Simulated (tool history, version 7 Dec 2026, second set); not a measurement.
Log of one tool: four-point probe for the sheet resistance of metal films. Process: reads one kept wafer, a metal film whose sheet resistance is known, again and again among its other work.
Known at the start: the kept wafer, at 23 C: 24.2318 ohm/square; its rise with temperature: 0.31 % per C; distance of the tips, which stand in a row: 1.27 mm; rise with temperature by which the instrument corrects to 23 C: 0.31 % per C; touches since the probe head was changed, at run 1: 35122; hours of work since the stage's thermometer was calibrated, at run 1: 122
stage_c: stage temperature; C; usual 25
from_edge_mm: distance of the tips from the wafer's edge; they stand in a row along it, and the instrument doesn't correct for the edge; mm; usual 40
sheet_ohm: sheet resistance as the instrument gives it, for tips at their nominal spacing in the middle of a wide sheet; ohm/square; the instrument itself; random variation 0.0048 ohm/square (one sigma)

| run | day | stage_c | from_edge_mm | touches since the probe head was changed | hours of work since the stage's thermometer was calibrated | sheet_ohm |
|---|---|---|---|---|---|---|
| 1 | 0.000 | 25 | 40 | 35122 | 122 | 24.243056 |
| 2 | 1.762 | 25 | 40 | 36344 | 153 | 24.247443 |
| 3 | 3.562 | 25 | 40 | 37592 | 185 | 24.239038 |
| 4 | 5.217 | 25 | 39 | 38738 | 214 | 24.246054 |
| 5 | 6.521 | 25 | 39 | 39642 | 237 | 24.246340 |
| 6 | 7.892 | 25 | 39 | 40593 | 261 | 24.251003 |
| 7 | 8.929 | 25 | 39 | 41313 | 280 | 24.246038 |
| 8 | 10.804 | 25 | 39 | 42612 | 313 | 24.246147 |
| 9 | 12.592 | 25 | 39 | 43850 | 344 | 24.241060 |
| 10 | 13.958 | 25 | 3 | 44799 | 368 | 26.337083 |
| 11 | 14.921 | 25 | 3 | 45467 | 385 | 26.349605 |
| 12 | 16.154 | 25 | 3 | 46321 | 407 | 26.351075 |
| 13 | 17.338 | 25 | 3 | 47141 | 428 | 26.346571 |
| 14 | 18.183 | 25 | 40 | 47728 | 443 | 24.250866 |
| 15 | 19.338 | 19 | 40 | 48528 | 464 | 24.246779 |
| 16 | 20.242 | 19 | 40 | 49154 | 479 | 24.252845 |
| 17 | 21.729 | 19 | 40 | 50186 | 506 | 24.248391 |
| 18 | 22.662 | 25 | 8 | 50833 | 522 | 24.556811 |
| 19 | 23.567 | 25 | 8 | 51458 | 538 | 24.548841 |
| 20 | 24.696 | 25 | 8 | 52242 | 558 | 24.555616 |
| 21 | 26.021 | 25 | 13 | 53160 | 582 | 24.349555 |
| 22 | 27.304 | 25 | 13 | 54052 | 604 | 24.349429 |
| 23 | 28.254 | 26 | 4 | 54709 | 621 | 25.473712 |
| 24 | 29.979 | 23 | 7 | 55905 | 652 | 24.647903 |
| 25 | 31.483 | 23 | 7 | 56947 | 678 | 24.651444 |
| 26 | 32.729 | 21 | 5 | 57812 | 700 | 25.043709 |
| 27 | 33.683 | 18 | 6 | 58473 | 717 | 24.800581 |

Forecast run 28:
| 28 | 34.658 | 18 | 6 | 59149 | 734 | ? |

Run 28 gave sheet_ohm 24.808167 ohm/square.
Without the tool's hidden state the same run would have given sheet_ohm 24.809189 ohm/square.
